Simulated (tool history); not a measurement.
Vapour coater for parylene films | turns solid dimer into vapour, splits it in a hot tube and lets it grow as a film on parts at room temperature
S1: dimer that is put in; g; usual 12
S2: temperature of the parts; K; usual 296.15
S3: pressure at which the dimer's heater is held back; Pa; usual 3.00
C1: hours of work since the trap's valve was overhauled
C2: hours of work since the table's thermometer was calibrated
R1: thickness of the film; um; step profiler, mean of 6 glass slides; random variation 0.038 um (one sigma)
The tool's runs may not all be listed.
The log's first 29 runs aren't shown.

Run 30, day 12.846: usual settings but S1 10 g, S2 290.15 K, S3 8.88 Pa; C1 109; C2 528. Result: R1 3.73 um.
Run 31, day 13.462: usual settings but S1 10 g, S2 290.15 K, S3 8.88 Pa; C1 117; C2 537. Result: R1 3.77 um.
Run 32, day 13.950: usual settings but S1 10 g, S2 307.15 K, S3 2.38 Pa; C1 124; C2 544. Result: R1 2.14 um.
Run 33, day 14.354: usual settings but S1 8 g, S2 291.15 K, S3 5.25 Pa; C1 129; C2 549. Result: R1 3.05 um.
Run 34, day 14.908: usual settings but S1 8 g, S2 294.15 K, S3 5.25 Pa; C1 137; C2 557. Result: R1 2.70 um.
Run 35, day 15.300: usual settings but S1 17 g, S2 294.15 K, S3 5.53 Pa; C1 143; C2 562. Result: R1 5.54 um.
Run 36, day 15.771: usual settings but S1 6 g, S2 307.15 K; C1 149; C2 569. Result: R1 1.26 um.
Run 37, day 16.142: usual settings but S3 4.22 Pa; C1 154; C2 574. Result: R1 3.75 um.
Run 38, day 16.775: usual settings but S1 7 g, S2 294.15 K, S3 9.95 Pa; C1 163; C2 583. Result: R1 2.14 um.
Run 39, day 17.358: usual settings but S1 7 g, S2 294.15 K, S3 2.78 Pa; C1 171; C2 591. Result: R1 2.52 um.
Run 40, day 17.908: usual settings but S1 7 g, S2 294.15 K, S3 2.78 Pa; C1 178; C2 598. Result: R1 2.46 um.

Forecast each of these 4 alternatives for the next run:
Run A, day 18.221: usual settings but S1 7 g, S2 299.15 K, S3 5.92 Pa; C1 183; C2 602. Result: R1 ?.
Run B, day 18.221: usual settings but S3 11.01 Pa; C1 183; C2 602. Result: R1 ?.
Run C, day 18.221: usual settings but S1 7 g, S2 302.15 K, S3 3.78 Pa; C1 183; C2 602. Result: R1 ?.
Run D, day 18.221: usual settings but S3 2.97 Pa; C1 183; C2 602. Result: R1 ?.

run    R1
  A  1.88
  B  3.36
  C  1.69
  D  3.85
Without the tool's hidden state the same runs would have given:
run    R1
  A  1.98
  B  3.55
  C  1.79
  D  4.07
